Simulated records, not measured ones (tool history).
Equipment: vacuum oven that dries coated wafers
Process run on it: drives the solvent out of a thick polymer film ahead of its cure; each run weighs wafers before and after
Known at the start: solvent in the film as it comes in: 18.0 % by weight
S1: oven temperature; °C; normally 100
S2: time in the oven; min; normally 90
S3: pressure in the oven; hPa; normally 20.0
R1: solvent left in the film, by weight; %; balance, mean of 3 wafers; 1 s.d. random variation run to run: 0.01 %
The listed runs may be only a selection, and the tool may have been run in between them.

run   hour   S1   S2    S3    R1
  1    0.0  100   90  20.0  3.28
  2    8.4  100   90  20.0  3.29
  3   15.9  100  115  20.0  2.37
  4   24.4  100   90  14.5  3.06
  5   32.4  100   90  14.5  3.08
  6   42.4  100   88  20.0  3.39
  7   52.0  100   88  20.0  3.38
  8   63.9  100   88  12.7  3.11
  9   72.6  100   88  12.7  3.12
 10   84.7  100   69  20.0  4.51
 11   90.7  100  131  20.0  1.97
 12  101.9  100  131  20.0  1.98
 13  113.3  100   90  17.7  3.21
 14  121.8   86   90  20.0  6.41
 15  127.2   86   90  20.0  6.45
 16  135.1   91   90  20.0  5.20

Forecast run 17:
 17  141.6  95  66  19.6   ?

R1: 5.80 %
Without the tool's hidden state the same run would have given R1 5.80 %.

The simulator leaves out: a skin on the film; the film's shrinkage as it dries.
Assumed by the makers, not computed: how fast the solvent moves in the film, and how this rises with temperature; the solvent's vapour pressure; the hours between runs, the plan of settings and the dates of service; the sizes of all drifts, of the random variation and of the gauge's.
